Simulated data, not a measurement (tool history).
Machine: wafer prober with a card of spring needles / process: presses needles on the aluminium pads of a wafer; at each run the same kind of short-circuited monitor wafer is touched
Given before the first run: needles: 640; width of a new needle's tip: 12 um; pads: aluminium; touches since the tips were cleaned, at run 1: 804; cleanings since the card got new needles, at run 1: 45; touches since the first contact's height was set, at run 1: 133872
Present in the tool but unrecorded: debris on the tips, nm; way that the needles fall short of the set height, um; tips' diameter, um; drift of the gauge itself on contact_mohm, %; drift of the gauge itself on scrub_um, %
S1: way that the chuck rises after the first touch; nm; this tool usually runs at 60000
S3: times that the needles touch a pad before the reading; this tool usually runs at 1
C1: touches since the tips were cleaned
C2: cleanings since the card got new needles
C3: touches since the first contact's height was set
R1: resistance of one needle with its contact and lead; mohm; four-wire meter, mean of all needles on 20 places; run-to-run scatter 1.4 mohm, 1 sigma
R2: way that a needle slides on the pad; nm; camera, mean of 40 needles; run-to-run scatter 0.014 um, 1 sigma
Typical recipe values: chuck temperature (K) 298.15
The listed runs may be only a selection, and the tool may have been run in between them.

{"run": 1, "hour": 0.0, "S1": 60000, "chuck temperature (K)": 298.15, "S3": 1, "C1": 804, "C2": 45, "C3": 133872, "R1": 135, "R2": 9480}
{"hour": 10.4, "done": "height of the first contact set anew"}
{"hour": 13.8, "done": "tips cleaned on abrasive film"}
{"run": 2, "hour": 13.8, "S1": 60000, "chuck temperature (K)": 298.15, "S3": 3, "C1": 0, "C2": 46, "C3": 1914, "R1": 126, "R2": 9650}
{"run": 3, "hour": 25.9, "S1": 60000, "chuck temperature (K)": 298.15, "S3": 1, "C1": 6926, "C2": 46, "C3": 8840, "R1": 156, "R2": 9670}
{"hour": 28.8, "done": "tips cleaned on abrasive film"}
{"run": 4, "hour": 42.4, "S1": 60000, "chuck temperature (K)": 365.15, "S3": 1, "C1": 7766, "C2": 47, "C3": 18238, "R1": 163, "R2": 9650}
{"hour": 43.5, "done": "tips cleaned on abrasive film"}
{"run": 5, "hour": 50.4, "S1": 60000, "chuck temperature (K)": 333.15, "S3": 1, "C1": 3985, "C2": 48, "C3": 22773, "R1": 159, "R2": 9630}
{"hour": 58.5, "done": "tips cleaned on abrasive film"}
{"run": 6, "hour": 69.7, "S1": 60000, "chuck temperature (K)": 333.15, "S3": 1, "C1": 6415, "C2": 49, "C3": 33754, "R1": 158, "R2": 9630}
{"hour": 72.3, "done": "tips cleaned on abrasive film"}
{"hour": 86.9, "done": "tips cleaned on abrasive film"}
{"run": 7, "hour": 87.4, "S1": 60000, "chuck temperature (K)": 333.15, "S3": 1, "C1": 279, "C2": 51, "C3": 43755, "R1": 138, "R2": 9610}
{"hour": 101.5, "done": "tips cleaned on abrasive film"}
{"run": 8, "hour": 105.5, "S1": 60000, "chuck temperature (K)": 333.15, "S3": 1, "C1": 2328, "C2": 52, "C3": 54107, "R1": 151, "R2": 9580}
{"hour": 116.2, "done": "tips cleaned on abrasive film"}
{"run": 9, "hour": 119.9, "S1": 60000, "chuck temperature (K)": 333.15, "S3": 1, "C1": 2166, "C2": 53, "C3": 62307, "R1": 148, "R2": 9580}
{"hour": 130.8, "done": "tips cleaned on abrasive film"}
{"run": 10, "hour": 134.0, "S1": 60000, "chuck temperature (K)": 333.15, "S3": 1, "C1": 1839, "C2": 54, "C3": 70303, "R1": 148, "R2": 9540}
{"hour": 145.1, "done": "tips cleaned on abrasive film"}
{"run": 11, "hour": 147.5, "S1": 60000, "chuck temperature (K)": 298.15, "S3": 2, "C1": 1364, "C2": 55, "C3": 77957, "R1": 134, "R2": 9550}
{"hour": 160.1, "done": "tips cleaned on abrasive film"}
{"run": 12, "hour": 165.1, "S1": 60000, "chuck temperature (K)": 298.15, "S3": 2, "C1": 2899, "C2": 56, "C3": 88021, "R1": 139, "R2": 9530}
{"hour": 174.7, "done": "tips cleaned on abrasive film"}
{"run": 13, "hour": 180.7, "S1": 60000, "chuck temperature (K)": 298.15, "S3": 2, "C1": 3399, "C2": 57, "C3": 96852, "R1": 143, "R2": 9510}
{"hour": 189.5, "done": "tips cleaned on abrasive film"}
{"run": 14, "hour": 198.0, "S1": 60000, "chuck temperature (K)": 298.15, "S3": 2, "C1": 4855, "C2": 58, "C3": 106724, "R1": 141, "R2": 9480}
{"hour": 204.2, "done": "tips cleaned on abrasive film"}
{"run": 15, "hour": 210.7, "S1": 60000, "chuck temperature (K)": 298.15, "S3": 2, "C1": 3754, "C2": 59, "C3": 113965, "R1": 139, "R2": 9490}
{"hour": 218.1, "done": "tips cleaned on abrasive film"}
{"run": 16, "hour": 224.7, "S1": 46000, "chuck temperature (K)": 336.15, "S3": 3, "C1": 3767, "C2": 60, "C3": 121890, "R1": 143, "R2": 7210}
{"hour": 232.0, "done": "tips cleaned on abrasive film"}
{"run": 17, "hour": 238.2, "S1": 50000, "chuck temperature (K)": 389.15, "S3": 3, "C1": 3517, "C2": 61, "C3": 129568, "R1": 149, "R2": 7840}
{"hour": 246.3, "done": "tips cleaned on abrasive film"}
{"run": 18, "hour": 255.1, "S1": 50000, "chuck temperature (K)": 389.15, "S3": 3, "C1": 5019, "C2": 62, "C3": 139198, "R1": 150, "R2": 7830}
{"hour": 256.5, "done": "height of the first contact set anew"}
{"hour": 260.6, "done": "tips cleaned on abrasive film"}
{"run": 19, "hour": 266.5, "S1": 60000, "chuck temperature (K)": 374.15, "S3": 2, "C1": 3344, "C2": 63, "C3": 5667, "R1": 147, "R2": 9670}
{"hour": 274.6, "done": "tips cleaned on abrasive film"}
{"run": 20, "hour": 281.3, "S1": 47000, "chuck temperature (K)": 319.15, "S3": 2, "C1": 3805, "C2": 64, "C3": 14090, "R1": 150, "R2": 7560}
{"hour": 288.6, "done": "tips cleaned on abrasive film"}
{"run": 21, "hour": 295.2, "S1": 68000, "chuck temperature (K)": 326.15, "S3": 2, "C1": 3750, "C2": 65, "C3": 21995, "R1": 141, "R2": 10930}
{"hour": 303.0, "done": "tips cleaned on abrasive film"}
{"run": 22, "hour": 311.0, "S1": 69000, "chuck temperature (K)": 328.15, "S3": 1, "C1": 4569, "C2": 66, "C3": 30968, "R1": 155, "R2": 11050}
{"hour": 317.3, "done": "tips cleaned on abrasive film"}
{"run": 23, "hour": 319.4, "S1": 69000, "chuck temperature (K)": 328.15, "S3": 1, "C1": 1233, "C2": 67, "C3": 35760, "R1": 140, "R2": 11060}
{"hour": 332.0, "done": "tips cleaned on abrasive film"}
{"run": 24, "hour": 332.7, "S1": 80000, "chuck temperature (K)": 386.15, "S3": 1, "C1": 372, "C2": 68, "C3": 43288, "R1": 137, "R2": 12800}
{"run": 25, "hour": 343.6, "S1": 48000, "chuck temperature (K)": 327.15, "S3": 2, "C1": 6658, "C2": 68, "C3": 49574, "R1": 156, "R2": 7670}

Branching from run 25: 5 alternative next runs. What would each branch give?
{"hour": 346.3, "done": "tips cleaned on abrasive film"}
{"run": "A", "hour": 359.0, "S1": 68000, "chuck temperature (K)": 398.15, "S3": 2, "C1": 7316, "C2": 69, "C3": 58334, "R1": "?", "R2": "?"}
{"hour": 346.3, "done": "tips cleaned on abrasive film"}
{"run": "B", "hour": 359.0, "S1": 40000, "chuck temperature (K)": 385.15, "S3": 3, "C1": 7316, "C2": 69, "C3": 58334, "R1": "?", "R2": "?"}
{"hour": 346.3, "done": "tips cleaned on abrasive film"}
{"run": "C", "hour": 359.0, "S1": 60000, "chuck temperature (K)": 298.15, "S3": 3, "C1": 7316, "C2": 69, "C3": 58334, "R1": "?", "R2": "?"}
{"hour": 346.3, "done": "tips cleaned on abrasive film"}
{"run": "D", "hour": 359.0, "S1": 48000, "chuck temperature (K)": 327.15, "S3": 1, "C1": 7316, "C2": 69, "C3": 58334, "R1": "?", "R2": "?"}
{"hour": 346.3, "done": "tips cleaned on abrasive film"}
{"run": "E", "hour": 359.0, "S1": 48000, "chuck temperature (K)": 327.15, "S3": 1, "C1": 7316, "C2": 69, "C3": 58334, "R1": "?", "R2": "?"}

run=A R1=152 R2=10860
run=B R1=157 R2=6350
run=C R1=136 R2=9570
run=D R1=174 R2=7630
run=E R1=173 R2=7650
What these runs would have given with no unlogged condition in the tool:
run=A R1=137 R2=10960
run=B R1=137 R2=6450
run=C R1=125 R2=9680
run=D R1=131 R2=7740
run=E R1=129 R2=7760
